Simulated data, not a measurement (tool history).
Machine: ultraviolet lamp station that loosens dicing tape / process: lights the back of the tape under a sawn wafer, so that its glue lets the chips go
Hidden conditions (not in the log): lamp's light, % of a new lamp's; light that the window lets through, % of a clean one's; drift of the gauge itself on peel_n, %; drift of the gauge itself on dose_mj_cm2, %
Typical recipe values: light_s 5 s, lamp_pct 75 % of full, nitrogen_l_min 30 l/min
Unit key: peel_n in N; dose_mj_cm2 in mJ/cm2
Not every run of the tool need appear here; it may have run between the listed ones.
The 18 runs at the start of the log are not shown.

| run | hour | light_s | lamp_pct | nitrogen_l_min | hours of work of the lamp | hours of work since the window was cleaned | peel_n | dose_mj_cm2 |
|---|---|---|---|---|---|---|---|---|
| 19 | 133.9 | 5 | 91 | 30 | 184 | 378 | 0.281 | 429 |
| 20 | 142.7 | 5 | 91 | 30 | 189 | 383 | 0.280 | 432 |
| 21 | 150.4 | 5 | 75 | 30 | 193 | 387 | 0.467 | 352 |
| 22 | 159.4 | 5 | 75 | 30 | 198 | 392 | 0.509 | 352 |
| 23 | 167.1 | 5 | 75 | 45 | 202 | 396 | 0.340 | 358 |
| 24 | 171.4 | 5 | 63 | 30 | 205 | 399 | 0.735 | 294 |
| 25 | 177.0 | 9 | 72 | 30 | 208 | 402 | 0.103 | 605 |
| 26 | 186.0 | 2 | 77 | 14 | 213 | 407 | 3.374 | 145 |
| 27 | 194.7 | 5 | 68 | 14 | 218 | 412 | 1.219 | 315 |
| 28 | 200.8 | 5 | 75 | 36 | 222 | 416 | 0.429 | 345 |
| 29 | 206.4 | 4 | 60 | 10 | 225 | 419 | 2.412 | 223 |
| 30 | 212.8 | 7 | 78 | 30 | 229 | 423 | 0.182 | 508 |
| 31 | 222.2 | 6 | 82 | 30 | 234 | 428 | 0.238 | 458 |
| 32 | 230.5 | 6 | 82 | 30 | 239 | 433 | 0.236 | 456 |
| 33 | 235.4 | 6 | 71 | 16 | 242 | 435 | 0.663 | 391 |
| 34 | 242.0 | 6 | 63 | 16 | 245 | 439 | 0.921 | 350 |

The next listed run, before its measurement:
| 35 | 249.7 | 5 | 75 | 14 | 250 | 444 | ? | ? |

Run 35 produced peel_n 1.017 N, dose_mj_cm2 345 mJ/cm2.
Were there no unlogged condition in the tool, this run, its random variation unchanged, would have produced peel_n 0.678 N, dose_mj_cm2 417 mJ/cm2.
